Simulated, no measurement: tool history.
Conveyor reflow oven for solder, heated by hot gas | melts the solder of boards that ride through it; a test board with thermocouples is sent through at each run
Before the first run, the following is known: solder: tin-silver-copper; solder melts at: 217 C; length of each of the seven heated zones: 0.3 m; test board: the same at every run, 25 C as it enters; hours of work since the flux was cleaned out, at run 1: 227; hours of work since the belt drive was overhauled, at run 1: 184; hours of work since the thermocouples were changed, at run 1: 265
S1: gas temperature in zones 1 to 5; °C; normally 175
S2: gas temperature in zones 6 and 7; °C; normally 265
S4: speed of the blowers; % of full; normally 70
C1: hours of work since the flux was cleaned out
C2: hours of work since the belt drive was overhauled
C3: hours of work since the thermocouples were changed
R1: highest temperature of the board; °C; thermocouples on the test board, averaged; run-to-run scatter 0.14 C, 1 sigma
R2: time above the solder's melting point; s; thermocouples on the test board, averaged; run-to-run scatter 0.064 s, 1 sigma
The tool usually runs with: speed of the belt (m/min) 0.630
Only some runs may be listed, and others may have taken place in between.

{"run": 1, "day": 0.0, "S1": 175, "S2": 265, "speed of the belt (m/min)": 0.63, "S4": 70, "C1": 227, "C2": 184, "C3": 265, "R1": 250.3, "R2": 42.31}
{"run": 2, "day": 2.321, "S1": 175, "S2": 265, "speed of the belt (m/min)": 0.63, "S4": 70, "C1": 250, "C2": 207, "C3": 288, "R1": 250.2, "R2": 42.14}
{"run": 3, "day": 4.929, "S1": 175, "S2": 266, "speed of the belt (m/min)": 0.63, "S4": 70, "C1": 276, "C2": 233, "C3": 314, "R1": 250.7, "R2": 42.62}
{"run": 4, "day": 7.383, "S1": 175, "S2": 266, "speed of the belt (m/min)": 0.63, "S4": 70, "C1": 300, "C2": 257, "C3": 338, "R1": 250.9, "R2": 42.56}
{"day": 9.117, "done": "flux residue cleaned out of gas plates and filters"}
{"run": 5, "day": 9.717, "S1": 175, "S2": 266, "speed of the belt (m/min)": 0.63, "S4": 70, "C1": 6, "C2": 278, "C3": 359, "R1": 252.1, "R2": 43.58}
{"run": 6, "day": 11.162, "S1": 175, "S2": 266, "speed of the belt (m/min)": 0.63, "S4": 70, "C1": 20, "C2": 293, "C3": 374, "R1": 251.8, "R2": 43.34}
{"run": 7, "day": 12.667, "S1": 175, "S2": 265, "speed of the belt (m/min)": 0.63, "S4": 51, "C1": 35, "C2": 307, "C3": 388, "R1": 245.5, "R2": 38.36}
{"run": 8, "day": 13.921, "S1": 175, "S2": 265, "speed of the belt (m/min)": 0.744, "S4": 70, "C1": 48, "C2": 320, "C3": 401, "R1": 245.5, "R2": 32.67}
{"run": 9, "day": 16.15, "S1": 175, "S2": 265, "speed of the belt (m/min)": 0.744, "S4": 70, "C1": 70, "C2": 342, "C3": 423, "R1": 245.5, "R2": 32.49}
{"run": 10, "day": 18.138, "S1": 175, "S2": 265, "speed of the belt (m/min)": 0.63, "S4": 70, "C1": 90, "C2": 362, "C3": 443, "R1": 250.4, "R2": 42.78}
{"run": 11, "day": 20.204, "S1": 175, "S2": 265, "speed of the belt (m/min)": 0.63, "S4": 70, "C1": 110, "C2": 382, "C3": 463, "R1": 250.6, "R2": 42.83}
{"run": 12, "day": 21.742, "S1": 170, "S2": 265, "speed of the belt (m/min)": 0.622, "S4": 70, "C1": 125, "C2": 397, "C3": 478, "R1": 249.9, "R2": 41.85}
{"run": 13, "day": 24.396, "S1": 170, "S2": 265, "speed of the belt (m/min)": 0.722, "S4": 70, "C1": 152, "C2": 424, "C3": 505, "R1": 245.0, "R2": 32.19}
{"run": 14, "day": 26.321, "S1": 170, "S2": 265, "speed of the belt (m/min)": 0.722, "S4": 70, "C1": 171, "C2": 443, "C3": 524, "R1": 244.9, "R2": 32.12}
{"run": 15, "day": 28.483, "S1": 175, "S2": 265, "speed of the belt (m/min)": 0.608, "S4": 54, "C1": 192, "C2": 464, "C3": 545, "R1": 246.6, "R2": 41.21}
{"run": 16, "day": 30.933, "S1": 175, "S2": 265, "speed of the belt (m/min)": 0.608, "S4": 54, "C1": 217, "C2": 489, "C3": 570, "R1": 246.7, "R2": 40.99}
{"run": 17, "day": 33.446, "S1": 175, "S2": 265, "speed of the belt (m/min)": 0.608, "S4": 54, "C1": 241, "C2": 514, "C3": 595, "R1": 246.8, "R2": 41.03}
{"run": 18, "day": 35.412, "S1": 175, "S2": 265, "speed of the belt (m/min)": 0.608, "S4": 52, "C1": 261, "C2": 533, "C3": 614, "R1": 245.8, "R2": 40.34}
{"run": 19, "day": 36.638, "S1": 161, "S2": 271, "speed of the belt (m/min)": 0.608, "S4": 52, "C1": 273, "C2": 545, "C3": 626, "R1": 247.8, "R2": 37.97}
{"run": 20, "day": 38.825, "S1": 161, "S2": 271, "speed of the belt (m/min)": 0.608, "S4": 52, "C1": 295, "C2": 567, "C3": 648, "R1": 247.6, "R2": 37.95}
{"day": 40.988, "done": "flux residue cleaned out of gas plates and filters"}
{"run": 21, "day": 41.204, "S1": 161, "S2": 271, "speed of the belt (m/min)": 0.608, "S4": 52, "C1": 2, "C2": 589, "C3": 670, "R1": 248.8, "R2": 39.16}

Below are 5 alternative next runs, each starting from the tool's condition after run 21. Predict each:
{"run": "A", "day": 43.4, "S1": 183, "S2": 271, "speed of the belt (m/min)": 0.593, "S4": 68, "C1": 24, "C2": 610, "C3": 691, "R1": "?", "R2": "?"}
{"run": "B", "day": 43.4, "S1": 162, "S2": 265, "speed of the belt (m/min)": 0.507, "S4": 52, "C1": 24, "C2": 610, "C3": 691, "R1": "?", "R2": "?"}
{"run": "C", "day": 43.4, "S1": 175, "S2": 265, "speed of the belt (m/min)": 0.545, "S4": 74, "C1": 24, "C2": 610, "C3": 691, "R1": "?", "R2": "?"}
{"run": "D", "day": 43.4, "S1": 185, "S2": 278, "speed of the belt (m/min)": 0.734, "S4": 52, "C1": 24, "C2": 610, "C3": 691, "R1": "?", "R2": "?"}
{"run": "E", "day": 43.4, "S1": 186, "S2": 253, "speed of the belt (m/min)": 0.608, "S4": 52, "C1": 24, "C2": 610, "C3": 691, "R1": "?", "R2": "?"}

run=A R1=258.0 R2=52.40
run=B R1=250.0 R2=49.64
run=C R1=254.6 R2=53.62
run=D R1=252.8 R2=38.85
run=E R1=238.4 R2=39.02
What these runs would have given with no unlogged condition in the tool:
run=A R1=259.1 R2=52.08
run=B R1=251.0 R2=49.53
run=C R1=255.8 R2=53.37
run=D R1=253.5 R2=38.62
run=E R1=239.4 R2=39.16
